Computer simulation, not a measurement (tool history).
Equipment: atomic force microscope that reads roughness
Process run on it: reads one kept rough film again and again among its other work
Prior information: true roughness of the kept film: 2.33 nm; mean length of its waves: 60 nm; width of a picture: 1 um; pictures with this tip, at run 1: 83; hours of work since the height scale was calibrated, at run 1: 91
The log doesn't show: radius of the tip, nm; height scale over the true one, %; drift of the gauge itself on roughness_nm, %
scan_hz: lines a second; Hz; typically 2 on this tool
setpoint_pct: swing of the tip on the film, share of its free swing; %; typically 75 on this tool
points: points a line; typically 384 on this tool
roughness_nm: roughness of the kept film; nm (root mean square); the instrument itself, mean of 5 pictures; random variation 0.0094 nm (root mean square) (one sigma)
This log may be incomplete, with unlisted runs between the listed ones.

run	hour	scan_hz	setpoint_pct	points	pictures with this tip	hours of work since the height scale was calibrated	roughness_nm
1	0	2	75	384	83	91	2.063
2	10.8	2	75	384	96	96	2.034
3	21.4	2	75	384	110	101	2.055
# hour 23.2: height scale calibrated on a step standard
4	30.7	2	75	384	120	3	2.03
5	41.5	2	75	384	134	8	2.038
6	53.9	2	75	384	150	14	2.006
7	64.9	1.79	75	494	164	19	2.016
# hour 66.9: height scale calibrated on a step standard, once more
8	77.7	2	83	639	179	5	1.926
9	85.2	0.78	68	384	188	8	2.076
# hour 88.1: new tip fitted
10	98.3	2.51	75	434	13	14	2.083

Hidden state at the last listed run before each entry between runs and at the first one after, where it differs:
In the gap between runs 3 and 4: height scale calibrated on a step standard (hour 23.2)
  radius of the tip, nm: 27.4 -> 28.7; height scale over the true one, %: -0.09 -> -0.11
  the result without the hidden state subtracted from the measured one, roughness_nm: -0.091 -> -0.097 nm (root mean square)
In the gap between runs 7 and 8: height scale calibrated on a step standard, once more (hour 66.9)
  radius of the tip, nm: 34.6 -> 36.7; height scale over the true one, %: -0.13 -> -0.05
  the result without the hidden state subtracted from the measured one, roughness_nm: -0.126 -> -0.129 nm (root mean square)
In the gap between runs 9 and 10: new tip fitted (hour 88.1)
  radius of the tip, nm: 38 -> 12.3; height scale over the true one, %: -0.05 -> -0.06
  the result without the hidden state subtracted from the measured one, roughness_nm: -0.146 -> -0.013 nm (root mean square)

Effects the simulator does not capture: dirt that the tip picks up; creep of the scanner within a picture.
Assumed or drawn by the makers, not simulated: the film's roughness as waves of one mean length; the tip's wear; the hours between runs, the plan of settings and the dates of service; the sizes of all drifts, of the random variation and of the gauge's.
